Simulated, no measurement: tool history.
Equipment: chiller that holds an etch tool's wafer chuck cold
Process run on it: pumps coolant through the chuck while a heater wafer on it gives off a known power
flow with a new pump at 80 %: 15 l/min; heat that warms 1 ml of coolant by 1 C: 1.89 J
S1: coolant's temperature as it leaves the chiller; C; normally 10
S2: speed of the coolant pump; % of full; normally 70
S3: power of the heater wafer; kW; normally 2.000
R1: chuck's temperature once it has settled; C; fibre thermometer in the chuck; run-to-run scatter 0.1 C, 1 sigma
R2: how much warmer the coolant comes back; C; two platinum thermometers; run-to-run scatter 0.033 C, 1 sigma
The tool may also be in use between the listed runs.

run     day  S1  S2     S3    R1    R2
  1   0.000  10  70  2.000  27.9  4.85
  2   6.167  10  70  2.000  27.9  4.88
  3  10.704  11  70  2.000  28.6  4.80
  4  16.850  11  70  2.000  28.8  4.88
  5  22.333  10  70  2.000  27.7  4.80
  6  29.829  10  70  2.000  27.7  4.85
  7  34.529  10  62  2.000  29.3  5.45
  8  41.379   3  62  2.473  26.9  6.77
  9  44.812   3  62  2.473  27.0  6.76
 10  49.725   9  74  2.473  30.1  5.67
 11  53.896  16  74  1.398  28.2  3.22
 12  60.654  16  74  1.398  27.9  3.16

Run 13 comes next. What will it give?
 13  65.092  10  80  2.000   ?   ?

{"run 13": {"R1": 26.2, "R2": 4.21}}
Minus the tool's unlogged condition, the same run would have read R1 26.2 C, R2 4.21 C.

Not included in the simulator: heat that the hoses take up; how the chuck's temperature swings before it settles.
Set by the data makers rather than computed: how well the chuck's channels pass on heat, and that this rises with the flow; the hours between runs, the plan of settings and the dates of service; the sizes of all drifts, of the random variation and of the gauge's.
